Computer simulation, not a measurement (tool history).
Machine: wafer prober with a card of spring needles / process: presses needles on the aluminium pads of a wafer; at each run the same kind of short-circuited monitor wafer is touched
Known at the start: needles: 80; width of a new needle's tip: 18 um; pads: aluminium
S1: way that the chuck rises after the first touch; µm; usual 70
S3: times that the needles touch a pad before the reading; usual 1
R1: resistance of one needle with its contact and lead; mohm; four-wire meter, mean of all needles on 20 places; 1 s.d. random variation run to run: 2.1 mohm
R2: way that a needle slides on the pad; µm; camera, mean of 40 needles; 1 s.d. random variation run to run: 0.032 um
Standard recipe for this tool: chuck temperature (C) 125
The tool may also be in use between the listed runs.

Run 1, hour 0: usual settings. Result: R1 268 mohm, R2 15.03 µm.
At hour 6.9: tips cleaned on abrasive film.
Run 2, hour 11.7: usual settings. Result: R1 288 mohm, R2 15.05 µm.
Run 3, hour 23.5: usual settings. Result: R1 281 mohm, R2 15.05 µm.
At hour 29.2: tips cleaned on abrasive film.
Run 4, hour 29.5: usual settings. Result: R1 240 mohm, R2 15.04 µm.
At hour 32.9: tips cleaned on abrasive film, once more.
Run 5, hour 42: usual settings. Result: R1 269 mohm, R2 15.02 µm.
Run 6, hour 48.3: usual settings. Result: R1 269 mohm, R2 15.02 µm.
At hour 55.6: tips cleaned on abrasive film.
Run 7, hour 60.4: usual settings. Result: R1 256 mohm, R2 14.98 µm.
Run 8, hour 66.5: usual settings. Result: R1 268 mohm, R2 14.95 µm.
Run 9, hour 73.3: usual settings. Result: R1 276 mohm, R2 14.93 µm.
At hour 78.3: tips cleaned on abrasive film.
Run 10, hour 83.6: usual settings. Result: R1 258 mohm, R2 14.97 µm.
Run 11, hour 95.3: usual settings but S1 53 µm. Result: R1 305 mohm, R2 11.28 µm.
At hour 100.2: tips cleaned on abrasive film.
Run 12, hour 102.4: usual settings but S1 53 µm. Result: R1 260 mohm, R2 11.31 µm.
Run 13, hour 110.5: usual settings. Result: R1 268 mohm, R2 14.96 µm.
Run 14, hour 117.1: usual settings. Result: R1 275 mohm, R2 14.96 µm.
At hour 122.8: tips cleaned on abrasive film.
Run 15, hour 123.4: usual settings but S1 86 µm, chuck temperature (C) 34. Result: R1 220 mohm, R2 18.37 µm.
Run 16, hour 136.6: usual settings but chuck temperature (C) 28. Result: R1 255 mohm, R2 14.94 µm.
At hour 144.8: tips cleaned on abrasive film.
Run 17, hour 144.9: usual settings but chuck temperature (C) 37, S3 3. Result: R1 217 mohm, R2 14.85 µm.
Run 18, hour 151.1: usual settings but chuck temperature (C) 37, S3 3. Result: R1 230 mohm, R2 14.87 µm.
Run 19, hour 157: usual settings but chuck temperature (C) 37, S3 3. Result: R1 229 mohm, R2 14.93 µm.
At hour 166.9: tips cleaned on abrasive film.
Run 20, hour 166.9: usual settings but chuck temperature (C) 37, S3 3. Result: R1 216 mohm, R2 14.86 µm.
Run 21, hour 175.3: usual settings but S1 53 µm, chuck temperature (C) 102. Result: R1 282 mohm, R2 11.21 µm.
Run 22, hour 185.3: usual settings but S1 53 µm, chuck temperature (C) 120, S3 2. Result: R1 281 mohm, R2 11.17 µm.
At hour 189.4: tips cleaned on abrasive film.
Run 23, hour 191: usual settings but S1 53 µm, chuck temperature (C) 120, S3 2. Result: R1 249 mohm, R2 11.2 µm.
Run 24, hour 202.8: usual settings but S1 53 µm, chuck temperature (C) 120, S3 2. Result: R1 277 mohm, R2 11.2 µm.
Run 25, hour 210.1: usual settings but S1 54 µm, chuck temperature (C) 68. Result: R1 306 mohm, R2 11.39 µm.
At hour 211.6: tips cleaned on abrasive film.
Run 26, hour 218.5: usual settings but S1 59 µm, chuck temperature (C) 84. Result: R1 267 mohm, R2 12.45 µm.

What if the next run were any one of these 4? Each begins from the tool's condition after run 26:
Run A, hour 224.6: usual settings but S1 75 µm, chuck temperature (C) 27, S3 2. Result: R1 ?, R2 ?.
Run B, hour 224.6: usual settings but S1 81 µm, chuck temperature (C) 28, S3 2. Result: R1 ?, R2 ?.
Run C, hour 224.6: usual settings but S1 64 µm. Result: R1 ?, R2 ?.
Run D, hour 224.6: usual settings but chuck temperature (C) 87. Result: R1 ?, R2 ?.

run   R1     R2
  A  234  15.85
  B  230  17.17
  C  281  13.53
  D  266  14.83
Without the tool's hidden state the same runs would have given:
run   R1     R2
  A  211  16.14
  B  210  17.46
  C  239  13.82
  D  227  15.12
